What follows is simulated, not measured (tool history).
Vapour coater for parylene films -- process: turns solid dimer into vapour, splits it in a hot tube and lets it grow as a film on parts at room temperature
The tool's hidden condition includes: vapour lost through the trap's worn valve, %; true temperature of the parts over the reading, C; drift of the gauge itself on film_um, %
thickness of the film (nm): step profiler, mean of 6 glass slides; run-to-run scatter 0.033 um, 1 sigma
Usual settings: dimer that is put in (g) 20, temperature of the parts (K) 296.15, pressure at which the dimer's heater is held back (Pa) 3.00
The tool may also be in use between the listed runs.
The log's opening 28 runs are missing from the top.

run,day,dimer that is put in (g),temperature of the parts (K),pressure at which the dimer's heater is held back (Pa),hours of work since the trap's valve was overhauled,hours of work since the table's thermometer was calibrated,thickness of the film (nm)
29,19.371,9,305.15,3.00,190,464,1220
30,19.912,30,294.15,8.00,199,473,4250
31,20.417,8,306.15,3.00,207,481,1040
32,21.358,30,290.15,2.27,223,497,5250
33,21.867,34,296.15,2.20,231,505,5550
34,22.333,24,302.15,10.44,239,513,2840
35,22.983,15,296.15,3.00,250,524,2310
36,23.546,15,296.15,3.00,259,533,2260
37,24.292,20,301.15,2.95,272,545,2790
38,24.754,25,301.15,2.93,279,553,3510
39,25.646,9,289.15,2.13,294,568,1580
40,26.208,9,289.15,2.13,303,577,1610
41,26.608,28,289.15,2.13,310,584,5000
42,27.262,12,292.15,4.20,321,595,1850
43,27.896,9,288.15,11.12,331,605,1310
44,28.500,9,288.15,11.12,341,615,1260
45,29.112,11,289.15,4.27,351,625,1760
46,29.562,11,290.15,11.30,359,633,1520
47,30.108,35,291.15,5.54,368,642,5150

4 options for the next run, each taken on its own from the tool as it stands now. Forecast them:
A,30.800,20,296.15,10.77,379,653,?
B,30.800,13,296.15,4.54,379,653,?
C,30.800,10,291.15,3.00,379,653,?
D,30.800,35,292.15,4.18,379,653,?

run,thickness of the film (nm)
A,2530
B,1790
C,1660
D,5300
Without the tool's unlogged condition, the same runs would have read:
run,thickness of the film (nm)
A,2890
B,2040
C,1890
D,6060

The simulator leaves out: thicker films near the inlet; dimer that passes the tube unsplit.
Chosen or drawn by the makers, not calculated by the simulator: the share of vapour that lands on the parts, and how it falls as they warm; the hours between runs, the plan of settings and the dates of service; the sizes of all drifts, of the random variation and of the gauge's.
